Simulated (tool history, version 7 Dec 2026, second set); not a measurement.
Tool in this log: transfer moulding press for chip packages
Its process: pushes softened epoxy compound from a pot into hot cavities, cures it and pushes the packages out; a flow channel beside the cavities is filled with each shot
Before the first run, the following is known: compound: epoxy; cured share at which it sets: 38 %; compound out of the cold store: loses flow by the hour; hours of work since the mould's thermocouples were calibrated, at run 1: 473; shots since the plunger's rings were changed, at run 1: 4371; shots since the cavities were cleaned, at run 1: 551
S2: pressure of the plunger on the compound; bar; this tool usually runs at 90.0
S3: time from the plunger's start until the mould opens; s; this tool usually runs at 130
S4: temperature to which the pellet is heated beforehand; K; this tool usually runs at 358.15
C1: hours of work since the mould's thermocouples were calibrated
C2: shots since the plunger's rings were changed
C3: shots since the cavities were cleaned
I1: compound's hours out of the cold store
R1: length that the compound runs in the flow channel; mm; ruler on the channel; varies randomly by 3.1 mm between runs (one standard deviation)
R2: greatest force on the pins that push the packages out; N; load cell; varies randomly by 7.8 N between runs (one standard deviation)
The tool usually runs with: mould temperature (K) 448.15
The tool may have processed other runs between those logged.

Run 1, hour 0.0: usual settings; C1 473; C2 4371; C3 551; I1 31.6. Result: R1 571 mm, R2 552 N.
At hour 26.4: cavities cleaned with cleaning compound and waxed.
Run 2, hour 29.4: usual settings; C1 487; C2 4575; C3 22; I1 34.0. Result: R1 567 mm, R2 363 N.
Run 3, hour 58.3: usual settings; C1 502; C2 4786; C3 233; I1 34.8. Result: R1 569 mm, R2 453 N.
Run 4, hour 71.2: usual settings; C1 509; C2 4880; C3 327; I1 26.8. Result: R1 585 mm, R2 496 N.
Run 5, hour 89.3: usual settings; C1 518; C2 5013; C3 460; I1 21.9. Result: R1 588 mm, R2 537 N.
Run 6, hour 104.1: usual settings; C1 526; C2 5121; C3 568; I1 19.1. Result: R1 591 mm, R2 557 N.
At hour 129.0: cavities cleaned with cleaning compound and waxed.
Run 7, hour 131.2: usual settings; C1 539; C2 5308; C3 17; I1 30.8. Result: R1 567 mm, R2 345 N.
Run 8, hour 150.4: usual settings; C1 549; C2 5448; C3 157; I1 14.6. Result: R1 602 mm, R2 421 N.
Run 9, hour 167.3: usual settings; C1 558; C2 5571; C3 280; I1 13.0. Result: R1 602 mm, R2 473 N.
Run 10, hour 182.7: usual settings; C1 566; C2 5684; C3 393; I1 20.0. Result: R1 585 mm, R2 510 N.
Run 11, hour 197.6: usual settings but mould temperature (K) 455.15; C1 573; C2 5793; C3 502; I1 9.2. Result: R1 598 mm, R2 477 N.
Run 12, hour 213.7: usual settings but mould temperature (K) 455.15; C1 582; C2 5910; C3 619; I1 37.3. Result: R1 533 mm, R2 489 N.
At hour 232.0: cavities cleaned with cleaning compound and waxed.
Run 13, hour 237.4: usual settings but mould temperature (K) 455.15; C1 593; C2 6073; C3 40; I1 10.2. Result: R1 587 mm, R2 316 N.
Run 14, hour 263.6: usual settings; C1 607; C2 6264; C3 231; I1 42.8. Result: R1 535 mm, R2 446 N.
Run 15, hour 276.1: usual settings but mould temperature (K) 441.15, S2 95.9 bar, S3 169 s, S4 367.15 K; C1 613; C2 6355; C3 322; I1 32.1. Result: R1 596 mm, R2 470 N.
Run 16, hour 303.7: usual settings but mould temperature (K) 441.15, S2 82.5 bar, S3 169 s, S4 356.15 K; C1 628; C2 6558; C3 525; I1 11.7. Result: R1 595 mm, R2 548 N.
At hour 308.3: plunger's sealing rings changed.
Run 17, hour 329.6: usual settings but S3 161 s, S4 368.15 K; C1 640; C2 155; C3 695; I1 35.8. Result: R1 588 mm, R2 515 N.
At hour 338.0: cavities cleaned with cleaning compound and waxed.
Run 18, hour 352.3: usual settings but S3 161 s, S4 368.15 K; C1 651; C2 310; C3 104; I1 38.0. Result: R1 589 mm, R2 345 N.
Run 19, hour 376.6: usual settings but mould temperature (K) 446.15, S2 101.8 bar, S3 158 s, S4 351.15 K; C1 663; C2 488; C3 282; I1 42.8. Result: R1 620 mm, R2 423 N.
Run 20, hour 406.1: usual settings but mould temperature (K) 449.15, S3 145 s; C1 679; C2 703; C3 497; I1 32.9. Result: R1 589 mm, R2 480 N.
Run 21, hour 425.1: usual settings but mould temperature (K) 443.15; C1 688; C2 842; C3 636; I1 28.4. Result: R1 617 mm, R2 691 N.
At hour 439.6: cavities cleaned with cleaning compound and waxed.
Run 22, hour 453.5: usual settings but mould temperature (K) 443.15, S2 105.2 bar, S3 138 s; C1 702; C2 1038; C3 101; I1 14.6. Result: R1 699 mm, R2 445 N.
Run 23, hour 466.6: usual settings but mould temperature (K) 443.15, S2 105.2 bar, S3 138 s; C1 709; C2 1134; C3 197; I1 10.3. Result: R1 713 mm, R2 521 N.
Run 24, hour 482.0: usual settings but S3 141 s, S4 364.15 K; C1 717; C2 1247; C3 310; I1 41.3. Result: R1 575 mm, R2 447 N.
Run 25, hour 506.0: usual settings but mould temperature (K) 453.15, S2 79.7 bar, S3 162 s, S4 350.15 K; C1 730; C2 1423; C3 486; I1 10.3. Result: R1 593 mm, R2 435 N.
Run 26, hour 536.1: usual settings but mould temperature (K) 453.15, S2 79.7 bar, S3 162 s, S4 350.15 K; C1 745; C2 1643; C3 706; I1 10.0. Result: R1 584 mm, R2 487 N.
At hour 541.2: cavities cleaned with cleaning compound and waxed.
Run 27, hour 566.0: usual settings but mould temperature (K) 453.15, S2 79.7 bar, S3 162 s, S4 350.15 K; C1 760; C2 1850; C3 181; I1 22.8. Result: R1 563 mm, R2 364 N.
Run 28, hour 581.7: usual settings but S3 113 s, S4 365.15 K; C1 768; C2 1964; C3 295; I1 30.7. Result: R1 595 mm, R2 566 N.

3 options for the next run, each taken on its own from the tool as it stands now. Forecast them:
Run A, hour 595.6: usual settings but mould temperature (K) 447.15, S2 72.1 bar, S3 113 s, S4 354.15 K; C1 775; C2 2066; C3 397; I1 10.8. Result: R1 ?, R2 ?.
Run B, hour 595.6: usual settings but mould temperature (K) 450.15, S2 88.0 bar, S4 356.15 K; C1 775; C2 2066; C3 397; I1 35.7. Result: R1 ?, R2 ?.
Run C, hour 595.6: usual settings but S2 93.8 bar, S3 113 s, S4 365.15 K; C1 775; C2 2066; C3 397; I1 26.0. Result: R1 ?, R2 ?.

run   R1   R2
  A  575  689
  B  569  484
  C  611  611
With the hidden condition removed and each run's random variation left untouched, the same runs would have given:
run   R1   R2
  A  591  466
  B  584  320
  C  627  412

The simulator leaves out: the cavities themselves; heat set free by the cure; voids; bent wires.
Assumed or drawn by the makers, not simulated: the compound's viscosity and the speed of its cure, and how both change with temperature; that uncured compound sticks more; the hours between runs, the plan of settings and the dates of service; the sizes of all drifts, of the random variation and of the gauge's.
